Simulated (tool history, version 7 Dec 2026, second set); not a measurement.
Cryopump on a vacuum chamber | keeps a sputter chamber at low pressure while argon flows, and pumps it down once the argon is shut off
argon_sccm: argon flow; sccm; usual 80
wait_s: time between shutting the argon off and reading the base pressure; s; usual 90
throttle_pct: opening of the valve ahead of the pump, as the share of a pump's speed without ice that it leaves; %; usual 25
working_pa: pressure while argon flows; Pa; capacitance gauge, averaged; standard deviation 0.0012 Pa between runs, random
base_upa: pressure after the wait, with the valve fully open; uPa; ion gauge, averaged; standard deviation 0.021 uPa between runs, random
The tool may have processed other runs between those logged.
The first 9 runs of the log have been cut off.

run    hour  argon_sccm  wait_s  throttle_pct  hours of work since the pump was warmed up and emptied  hours of work since the cold head was overhauled  hours of work since the chamber's fittings were tightened  working_pa  base_upa
 10   316.8          92     132            25                                                     187                                              1122                                                       2417      0.3252      1.72
 11   361.8          80      90            25                                                     216                                              1151                                                       2446      0.2822      1.81
 12     401          80      90            25                                                     241                                              1176                                                       2471      0.2821      1.84
 13   455.1         133      90            25                                                     275                                              1211                                                       2505      0.4747      1.81
 14   483.7         133      90            25                                                     294                                              1229                                                       2523      0.4751      1.85
 15   537.3          80      90            26                                                     328                                              1263                                                       2558      0.2736      1.83
 16   567.2          80      90            26                                                     347                                              1282                                                       2577      0.2752      1.92
 17   610.1          80      90            26                                                     374                                              1310                                                       2604      0.2773      1.93
 18   647.5         107     205            26                                                     398                                              1334                                                       2628      0.3729      1.89
 19   688.7         127     225            25                                                     425                                              1360                                                       2654      0.4546      1.86
 20   739.3         127     225            25                                                     457                                              1392                                                       2687      0.4597      1.94
 21   782.9          60     182            43                                                     485                                              1420                                                       2715      0.1298         2
 22   806.5          46     209            47                                                     500                                              1435                                                       2730      0.0925      1.94
 23   843.3          36     209            23                                                     523                                              1459                                                       2753      0.1425      1.97
 24   894.7          36     209            23                                                     556                                              1492                                                       2786      0.1416      2.03
 25   939.4         102     110            17                                                     585                                              1520                                                       2815      0.5429      2.13
 26   973.2         102     110            17                                                     606                                              1542                                                       2836      0.5458      2.15
 27   995.5          80      38            43                                                     621                                              1556                                                       2851      0.1748      2.47
 28  1048.6         108     116            19                                                     655                                              1590                                                       2884       0.513       2.3
 29    1078         108     116            19                                                     673                                              1609                                                       2903      0.5171      2.31
 30  1102.4         108     116            19                                                     689                                              1624                                                       2919      0.5159      2.33

What does the tool deliver on the next run?
 31  1141.8         108     116            19                                                     714                                              1650                                                       2944           ?         ?

Run 31 gave working_pa 0.5201 Pa, base_upa 2.28 uPa.
Were there no unlogged condition in the tool, this run, its random variation unchanged, would have produced working_pa 0.4987 Pa, base_upa 0.28 uPa.

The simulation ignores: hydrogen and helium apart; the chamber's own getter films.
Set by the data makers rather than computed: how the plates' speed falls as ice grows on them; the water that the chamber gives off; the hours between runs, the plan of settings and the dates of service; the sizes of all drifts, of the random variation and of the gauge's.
